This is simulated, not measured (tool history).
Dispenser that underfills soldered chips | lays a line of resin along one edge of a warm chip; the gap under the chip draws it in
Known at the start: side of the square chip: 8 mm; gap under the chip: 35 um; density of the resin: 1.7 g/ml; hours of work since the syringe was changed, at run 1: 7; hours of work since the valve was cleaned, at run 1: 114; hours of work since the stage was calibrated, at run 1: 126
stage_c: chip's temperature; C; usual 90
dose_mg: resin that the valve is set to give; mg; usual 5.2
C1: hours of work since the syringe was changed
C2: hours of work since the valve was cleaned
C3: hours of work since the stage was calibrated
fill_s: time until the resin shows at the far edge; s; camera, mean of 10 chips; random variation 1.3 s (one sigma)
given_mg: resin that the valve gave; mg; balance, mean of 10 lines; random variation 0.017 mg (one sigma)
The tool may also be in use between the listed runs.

run 1 hour=0 | stage_c=90 dose_mg=5.2 | C1=7 C2=114 C3=126 | fill_s=177.3 given_mg=5.04
-- hour=1.5 new syringe of resin
run 2 hour=3.2 | stage_c=90 dose_mg=5.2 | C1=1 C2=116 C3=128 | fill_s=127.2 given_mg=5.02
run 3 hour=5.9 | stage_c=90 dose_mg=5.2 | C1=3 C2=118 C3=130 | fill_s=142.2 given_mg=5.03
run 4 hour=9.1 | stage_c=90 dose_mg=5.2 | C1=5 C2=120 C3=133 | fill_s=157.1 given_mg=5.03
-- hour=13.4 new syringe of resin
-- hour=15.4 dispensing valve cleaned and set on the balance
run 5 hour=15.8 | stage_c=90 dose_mg=5.2 | C1=1 C2=0 C3=136 | fill_s=129.3 given_mg=5.22
run 6 hour=18.6 | stage_c=90 dose_mg=5.2 | C1=3 C2=2 C3=138 | fill_s=140.4 given_mg=5.2
run 7 hour=25.1 | stage_c=90 dose_mg=5.2 | C1=8 C2=7 C3=143 | fill_s=177.5 given_mg=5.19
-- hour=26.4 new syringe of resin
run 8 hour=30.4 | stage_c=90 dose_mg=5.2 | C1=3 C2=11 C3=147 | fill_s=137.2 given_mg=5.2
run 9 hour=33.3 | stage_c=88 dose_mg=5.2 | C1=5 C2=13 C3=149 | fill_s=164.7 given_mg=5.19
-- hour=38.3 new syringe of resin
run 10 hour=39.5 | stage_c=88 dose_mg=5.2 | C1=1 C2=17 C3=153 | fill_s=135 given_mg=5.16
run 11 hour=44.3 | stage_c=90 dose_mg=6.28 | C1=4 C2=21 C3=157 | fill_s=142.4 given_mg=6.26
-- hour=49.9 new syringe of resin
run 12 hour=51.4 | stage_c=80 dose_mg=5.2 | C1=1 C2=25 C3=162 | fill_s=182 given_mg=5.19
run 13 hour=55.3 | stage_c=90 dose_mg=5.9 | C1=4 C2=28 C3=164 | fill_s=143.3 given_mg=5.84
run 14 hour=59.1 | stage_c=90 dose_mg=6.32 | C1=7 C2=31 C3=167 | fill_s=162.8 given_mg=6.28
-- hour=61.9 new syringe of resin
run 15 hour=65.3 | stage_c=92 dose_mg=5.72 | C1=2 C2=35 C3=171 | fill_s=124.6 given_mg=5.7
run 16 hour=70.4 | stage_c=90 dose_mg=6.31 | C1=6 C2=39 C3=175 | fill_s=160.9 given_mg=6.25
-- hour=73.6 new syringe of resin
run 17 hour=74.6 | stage_c=80 dose_mg=6.59 | C1=1 C2=42 C3=178 | fill_s=164.4 given_mg=6.5

Run 18 comes next. What will it give?
run 18 hour=80.9 | stage_c=97 dose_mg=5.88 | C1=5 C2=46 C3=182 | fill_s=? given_mg=?

fill_s: 117.4 s
given_mg: 5.81 mg
Without the tool's hidden state the same run would have given fill_s 96 s, given_mg 5.89 mg.
